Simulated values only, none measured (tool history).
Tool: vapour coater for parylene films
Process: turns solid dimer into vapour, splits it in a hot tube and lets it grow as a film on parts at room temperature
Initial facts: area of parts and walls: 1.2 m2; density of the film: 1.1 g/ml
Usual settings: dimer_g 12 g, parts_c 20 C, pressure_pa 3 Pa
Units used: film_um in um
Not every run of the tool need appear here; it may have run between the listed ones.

{"run": 1, "hour": 0.0, "dimer_g": 12, "parts_c": 20, "pressure_pa": 3, "film_um": 4.3}
{"run": 2, "hour": 11.6, "dimer_g": 12, "parts_c": 20, "pressure_pa": 3, "film_um": 4.3}
{"run": 3, "hour": 28.8, "dimer_g": 12, "parts_c": 20, "pressure_pa": 3, "film_um": 4.29}
{"run": 4, "hour": 39.5, "dimer_g": 12, "parts_c": 20, "pressure_pa": 3, "film_um": 4.26}
{"run": 5, "hour": 54.9, "dimer_g": 12, "parts_c": 19, "pressure_pa": 3, "film_um": 4.37}
{"run": 6, "hour": 66.7, "dimer_g": 12, "parts_c": 19, "pressure_pa": 3, "film_um": 4.4}
{"run": 7, "hour": 79.2, "dimer_g": 12, "parts_c": 20, "pressure_pa": 3, "film_um": 4.18}
{"run": 8, "hour": 88.4, "dimer_g": 12, "parts_c": 17, "pressure_pa": 3, "film_um": 4.8}
{"run": 9, "hour": 97.1, "dimer_g": 12, "parts_c": 17, "pressure_pa": 3, "film_um": 4.8}
{"run": 10, "hour": 114.3, "dimer_g": 12, "parts_c": 17, "pressure_pa": 3, "film_um": 4.73}
{"run": 11, "hour": 126.4, "dimer_g": 12, "parts_c": 20, "pressure_pa": 3, "film_um": 4.1}
{"run": 12, "hour": 144.3, "dimer_g": 12, "parts_c": 20, "pressure_pa": 3, "film_um": 4.08}
{"run": 13, "hour": 161.2, "dimer_g": 12, "parts_c": 20, "pressure_pa": 3, "film_um": 4.05}
{"run": 14, "hour": 179.5, "dimer_g": 12, "parts_c": 20, "pressure_pa": 3, "film_um": 4.12}
{"run": 15, "hour": 187.0, "dimer_g": 12, "parts_c": 20, "pressure_pa": 3, "film_um": 4.03}
{"run": 16, "hour": 196.2, "dimer_g": 12, "parts_c": 20, "pressure_pa": 3, "film_um": 4.05}
{"run": 17, "hour": 212.3, "dimer_g": 12, "parts_c": 20, "pressure_pa": 3, "film_um": 4.03}
{"run": 18, "hour": 221.1, "dimer_g": 12, "parts_c": 20, "pressure_pa": 3, "film_um": 4.03}
{"run": 19, "hour": 236.1, "dimer_g": 12, "parts_c": 20, "pressure_pa": 3, "film_um": 4.04}
{"run": 20, "hour": 245.1, "dimer_g": 12, "parts_c": 20, "pressure_pa": 9.8, "film_um": 3.43}
{"run": 21, "hour": 255.8, "dimer_g": 12, "parts_c": 20, "pressure_pa": 9.8, "film_um": 3.43}
{"run": 22, "hour": 270.8, "dimer_g": 12, "parts_c": 20, "pressure_pa": 9.8, "film_um": 3.39}
{"hour": 282.2, "done": "trap's valve overhauled"}
{"run": 23, "hour": 293.2, "dimer_g": 12, "parts_c": 20, "pressure_pa": 9.8, "film_um": 3.95}
{"run": 24, "hour": 310.6, "dimer_g": 7, "parts_c": 13, "pressure_pa": 3, "film_um": 3.71}
{"run": 25, "hour": 322.2, "dimer_g": 7, "parts_c": 13, "pressure_pa": 3, "film_um": 3.73}
{"run": 26, "hour": 332.8, "dimer_g": 7, "parts_c": 18, "pressure_pa": 3, "film_um": 2.96}
{"run": 27, "hour": 342.4, "dimer_g": 6, "parts_c": 18, "pressure_pa": 6.87, "film_um": 2.26}
{"run": 28, "hour": 356.0, "dimer_g": 11, "parts_c": 18, "pressure_pa": 6.25, "film_um": 4.2}
{"run": 29, "hour": 367.5, "dimer_g": 11, "parts_c": 18, "pressure_pa": 6.25, "film_um": 4.12}
{"run": 30, "hour": 378.1, "dimer_g": 11, "parts_c": 18, "pressure_pa": 6.25, "film_um": 4.1}
{"run": 31, "hour": 387.9, "dimer_g": 12, "parts_c": 20, "pressure_pa": 3.56, "film_um": 4.41}
{"run": 32, "hour": 403.1, "dimer_g": 12, "parts_c": 20, "pressure_pa": 8.16, "film_um": 3.93}
{"run": 33, "hour": 412.9, "dimer_g": 18, "parts_c": 20, "pressure_pa": 3, "film_um": 6.7}
{"run": 34, "hour": 430.3, "dimer_g": 12, "parts_c": 20, "pressure_pa": 9.5, "film_um": 3.79}
{"run": 35, "hour": 438.6, "dimer_g": 12, "parts_c": 20, "pressure_pa": 9.5, "film_um": 3.85}
{"run": 36, "hour": 447.3, "dimer_g": 12, "parts_c": 20, "pressure_pa": 9.5, "film_um": 3.8}
{"run": 37, "hour": 459.2, "dimer_g": 12, "parts_c": 20, "pressure_pa": 9.5, "film_um": 3.83}
{"run": 38, "hour": 468.5, "dimer_g": 12, "parts_c": 20, "pressure_pa": 3.86, "film_um": 4.31}
{"run": 39, "hour": 483.4, "dimer_g": 6, "parts_c": 28, "pressure_pa": 3, "film_um": 1.5}
{"run": 40, "hour": 493.6, "dimer_g": 9, "parts_c": 14, "pressure_pa": 7.58, "film_um": 3.83}
{"run": 41, "hour": 506.1, "dimer_g": 15, "parts_c": 20, "pressure_pa": 3, "film_um": 5.45}
{"run": 42, "hour": 519.4, "dimer_g": 6, "parts_c": 20, "pressure_pa": 6.9, "film_um": 1.96}
{"run": 43, "hour": 537.4, "dimer_g": 12, "parts_c": 21, "pressure_pa": 3, "film_um": 4.15}
{"run": 44, "hour": 545.5, "dimer_g": 13, "parts_c": 21, "pressure_pa": 11.69, "film_um": 3.73}
{"run": 45, "hour": 553.0, "dimer_g": 17, "parts_c": 15, "pressure_pa": 3, "film_um": 7.68}

Branching from run 45: 4 alternative next runs. What would each branch give?
{"run": "A", "hour": 561.0, "dimer_g": 15, "parts_c": 27, "pressure_pa": 3, "film_um": "?"}
{"run": "B", "hour": 561.0, "dimer_g": 6, "parts_c": 15, "pressure_pa": 10.3, "film_um": "?"}
{"run": "C", "hour": 561.0, "dimer_g": 6, "parts_c": 20, "pressure_pa": 3, "film_um": "?"}
{"run": "D", "hour": 561.0, "dimer_g": 8, "parts_c": 31, "pressure_pa": 3, "film_um": "?"}

run=A film_um=3.84
run=B film_um=2.31
run=C film_um=2.14
run=D film_um=1.71
Had the tool no hidden state, the same runs would have come out as:
run=A film_um=4.11
run=B film_um=2.47
run=C film_um=2.29
run=D film_um=1.83
